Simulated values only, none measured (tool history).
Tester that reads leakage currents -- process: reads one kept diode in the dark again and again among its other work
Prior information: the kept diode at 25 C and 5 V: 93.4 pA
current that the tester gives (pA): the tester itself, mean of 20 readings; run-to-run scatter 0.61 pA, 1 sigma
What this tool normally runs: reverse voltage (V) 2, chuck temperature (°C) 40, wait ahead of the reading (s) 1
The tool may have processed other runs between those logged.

run	hour	reverse voltage (V)	chuck temperature (°C)	wait ahead of the reading (s)	current that the tester gives (pA)
1	0	2	40	1	181.9
2	34	3.47	40	1	238.23
3	106.9	3.47	40	1	236.51
4	142.4	3.47	40	1	237.16
5	203.9	3.47	40	1	236.04
6	280.7	16.91	40	1	510.16
7	355.7	16.91	40	1	506.34
8	434.6	16.91	40	1	502.88
9	477.4	5.47	40	6.57	290.23
10	515.1	1.36	51	7.54	337.25
11	583.5	2.12	43	0.44	232.17
12	623.2	2.3	43	0.44	241.08
13	663	14.37	43	0.44	584.31
14	722.6	2	53	3.24	465.38
15	759.7	2	53	3.24	465.86

Predict each of these 3 candidate next runs independently; none follows another, all start after run 15:
# hour 816.4: chuck's temperature calibrated
A	818	5.48	32	0.45	?
# hour 816.4: chuck's temperature calibrated
B	818	2	30	7.06	?
# hour 816.4: chuck's temperature calibrated
C	818	2	40	0.93	?

run	current that the tester gives (pA)
A	173.11
B	89.25
C	198.69
Stripped of hidden state, with their random variation kept, the same runs would have yielded:
run	current that the tester gives (pA)
A	176.99
B	91.48
C	204.18

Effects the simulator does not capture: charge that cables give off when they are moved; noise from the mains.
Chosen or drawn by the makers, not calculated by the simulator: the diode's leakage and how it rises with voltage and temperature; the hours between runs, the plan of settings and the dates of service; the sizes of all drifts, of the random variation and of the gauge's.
